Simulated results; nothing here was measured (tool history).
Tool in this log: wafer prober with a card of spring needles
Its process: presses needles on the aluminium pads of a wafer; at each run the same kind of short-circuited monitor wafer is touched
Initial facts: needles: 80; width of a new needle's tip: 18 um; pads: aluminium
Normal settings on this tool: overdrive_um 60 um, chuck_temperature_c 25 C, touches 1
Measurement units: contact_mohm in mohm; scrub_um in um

| run | day | overdrive_um | chuck_temperature_c | touches | contact_mohm | scrub_um |
|---|---|---|---|---|---|---|
| 1 | 0.000 | 60 | 25 | 1 | 237 | 12.69 |
|  | 0.138 | tips cleaned on abrasive film |
|  | 0.412 | tips cleaned on abrasive film |
|  | 0.688 | tips cleaned on abrasive film |
|  | 1.021 | tips cleaned on abrasive film |
|  | 1.358 | tips cleaned on abrasive film |
| 2 | 1.458 | 57 | 25 | 1 | 209 | 12.01 |
|  | 1.667 | tips cleaned on abrasive film |
|  | 1.938 | tips cleaned on abrasive film |
| 3 | 2.092 | 57 | 25 | 1 | 239 | 11.97 |
|  | 2.233 | tips cleaned on abrasive film |
|  | 2.571 | tips cleaned on abrasive film |
|  | 2.912 | tips cleaned on abrasive film |
|  | 3.188 | tips cleaned on abrasive film |
| 4 | 3.304 | 57 | 25 | 2 | 189 | 11.80 |
|  | 3.512 | tips cleaned on abrasive film |
|  | 3.788 | tips cleaned on abrasive film |
|  | 4.121 | tips cleaned on abrasive film |
|  | 4.458 | tips cleaned on abrasive film |
| 5 | 4.488 | 57 | 25 | 2 | 159 | 11.76 |
|  | 4.758 | tips cleaned on abrasive film |
|  | 5.033 | tips cleaned on abrasive film |
|  | 5.317 | height of the first contact set anew |
|  | 5.388 | tips cleaned on abrasive film |
|  | 5.725 | tips cleaned on abrasive film |
| 6 | 5.742 | 57 | 25 | 1 | 160 | 11.45 |
|  | 6.008 | tips cleaned on abrasive film |
|  | 6.279 | tips cleaned on abrasive film |
|  | 6.621 | tips cleaned on abrasive film |
| 7 | 6.850 | 57 | 36 | 1 | 283 | 11.33 |
|  | 6.921 | tips cleaned on abrasive film |
|  | 7.258 | tips cleaned on abrasive film |
|  | 7.533 | tips cleaned on abrasive film |
|  | 7.612 | height of the first contact set anew, once more |
|  | 7.879 | tips cleaned on abrasive film |
| 8 | 8.133 | 57 | 36 | 1 | 277 | 12.20 |
|  | 8.208 | tips cleaned on abrasive film |
|  | 8.479 | tips cleaned on abrasive film |
|  | 8.808 | tips cleaned on abrasive film |
|  | 9.083 | tips cleaned on abrasive film |
| 9 | 9.129 | 60 | 65 | 1 | 169 | 12.70 |
|  | 9.404 | tips cleaned on abrasive film |
|  | 9.675 | tips cleaned on abrasive film |
|  | 9.950 | tips cleaned on abrasive film |
|  | 10.288 | tips cleaned on abrasive film |
| 10 | 10.508 | 60 | 68 | 1 | 268 | 12.74 |
|  | 10.579 | tips cleaned on abrasive film |
|  | 10.921 | tips cleaned on abrasive film |
|  | 11.212 | tips cleaned on abrasive film |
| 11 | 11.212 | 60 | 68 | 1 | 157 | 12.52 |
|  | 11.488 | tips cleaned on abrasive film |
|  | 11.825 | tips cleaned on abrasive film |
|  | 12.167 | tips cleaned on abrasive film |
|  | 12.500 | tips cleaned on abrasive film |
| 12 | 12.583 | 60 | 68 | 1 | 205 | 12.36 |
|  | 12.788 | tips cleaned on abrasive film |
|  | 13.129 | tips cleaned on abrasive film |
|  | 13.467 | tips cleaned on abrasive film |
|  | 13.796 | tips cleaned on abrasive film |
|  | 13.929 | height of the first contact set anew |
| 13 | 13.929 | 62 | 25 | 1 | 219 | 13.30 |
|  | 14.129 | tips cleaned on abrasive film |
|  | 14.404 | tips cleaned on abrasive film |
|  | 14.742 | tips cleaned on abrasive film |
|  | 15.017 | tips cleaned on abrasive film |
| 14 | 15.162 | 62 | 25 | 1 | 218 | 13.12 |
|  | 15.300 | tips cleaned on abrasive film |
|  | 15.642 | tips cleaned on abrasive film |
|  | 15.917 | tips cleaned on abrasive film |
|  | 16.258 | tips cleaned on abrasive film |
| 15 | 16.446 | 48 | 76 | 2 | 260 | 10.06 |
|  | 16.575 | tips cleaned on abrasive film |
|  | 16.912 | tips cleaned on abrasive film |
| 16 | 17.042 | 48 | 76 | 2 | 225 | 9.97 |
|  | 17.250 | tips cleaned on abrasive film |
|  | 17.588 | tips cleaned on abrasive film |
|  | 17.858 | tips cleaned on abrasive film |
| 17 | 18.029 | 48 | 68 | 2 | 247 | 10.00 |
|  | 18.167 | tips cleaned on abrasive film |
|  | 18.442 | tips cleaned on abrasive film |
|  | 18.779 | tips cleaned on abrasive film |
| 18 | 18.933 | 52 | 25 | 1 | 290 | 10.75 |
|  | 19.067 | tips cleaned on abrasive film |
|  | 19.400 | tips cleaned on abrasive film |
|  | 19.742 | tips cleaned on abrasive film |
| 19 | 19.962 | 42 | 31 | 2 | 316 | 8.48 |
|  | 20.033 | tips cleaned on abrasive film |
|  | 20.238 | height of the first contact set anew |
|  | 20.379 | tips cleaned on abrasive film |
|  | 20.650 | tips cleaned on abrasive film |
|  | 20.925 | tips cleaned on abrasive film |
| 20 | 20.946 | 42 | 31 | 2 | 183 | 8.90 |
|  | 21.221 | tips cleaned on abrasive film |
|  | 21.554 | tips cleaned on abrasive film |
|  | 21.896 | tips cleaned on abrasive film |
| 21 | 21.954 | 68 | 25 | 2 | 158 | 14.35 |
|  | 22.229 | tips cleaned on abrasive film |
|  | 22.567 | tips cleaned on abrasive film |
|  | 22.842 | tips cleaned on abrasive film |
| 22 | 22.900 | 72 | 25 | 1 | 168 | 15.31 |
|  | 23.175 | tips cleaned on abrasive film |
|  | 23.508 | tips cleaned on abrasive film |
|  | 23.779 | tips cleaned on abrasive film |
|  | 24.121 | tips cleaned on abrasive film |
| 23 | 24.304 | 72 | 25 | 1 | 224 | 15.12 |
|  | 24.442 | tips cleaned on abrasive film |
|  | 24.717 | tips cleaned on abrasive film |
|  | 25.054 | tips cleaned on abrasive film |
| 24 | 25.200 | 60 | 25 | 2 | 207 | 12.43 |
|  | 25.333 | tips cleaned on abrasive film |
|  | 25.608 | tips cleaned on abrasive film |
| 25 | 25.804 | 52 | 25 | 1 | 326 | 10.65 |
|  | 25.946 | tips cleaned on abrasive film |
|  | 26.279 | tips cleaned on abrasive film |
|  | 26.562 | height of the first contact set anew |
|  | 26.629 | tips cleaned on abrasive film |
|  | 26.933 | tips cleaned on abrasive film |
| 26 | 26.933 | 52 | 25 | 1 | 150 | 11.02 |

Had the tool no unlogged condition, and each run kept its random variation, what would the results have been?
Unlogged tool condition in this case: debris on the tips, nm; way that the needles fall short of the set height, um; tips' diameter, um; drift of the gauge itself on contact_mohm, %; drift of the gauge itself on scrub_um, %.
| run | contact_mohm | scrub_um |
|---|---|---|
| 1 | 128 | 12.77 |
| 2 | 129 | 12.22 |
| 3 | 127 | 12.22 |
| 4 | 130 | 12.14 |
| 5 | 132 | 12.19 |
| 6 | 128 | 12.17 |
| 7 | 130 | 12.11 |
| 8 | 133 | 12.22 |
| 9 | 131 | 12.82 |
| 10 | 135 | 12.95 |
| 11 | 137 | 12.80 |
| 12 | 137 | 12.73 |
| 13 | 128 | 13.30 |
| 14 | 126 | 13.22 |
| 15 | 141 | 10.27 |
| 16 | 140 | 10.22 |
| 17 | 138 | 10.31 |
| 18 | 129 | 11.14 |
| 19 | 134 | 8.93 |
| 20 | 135 | 8.96 |
| 21 | 124 | 14.48 |
| 22 | 127 | 15.52 |
| 23 | 125 | 15.42 |
| 24 | 130 | 12.80 |
| 25 | 131 | 11.08 |
| 26 | 127 | 11.07 |

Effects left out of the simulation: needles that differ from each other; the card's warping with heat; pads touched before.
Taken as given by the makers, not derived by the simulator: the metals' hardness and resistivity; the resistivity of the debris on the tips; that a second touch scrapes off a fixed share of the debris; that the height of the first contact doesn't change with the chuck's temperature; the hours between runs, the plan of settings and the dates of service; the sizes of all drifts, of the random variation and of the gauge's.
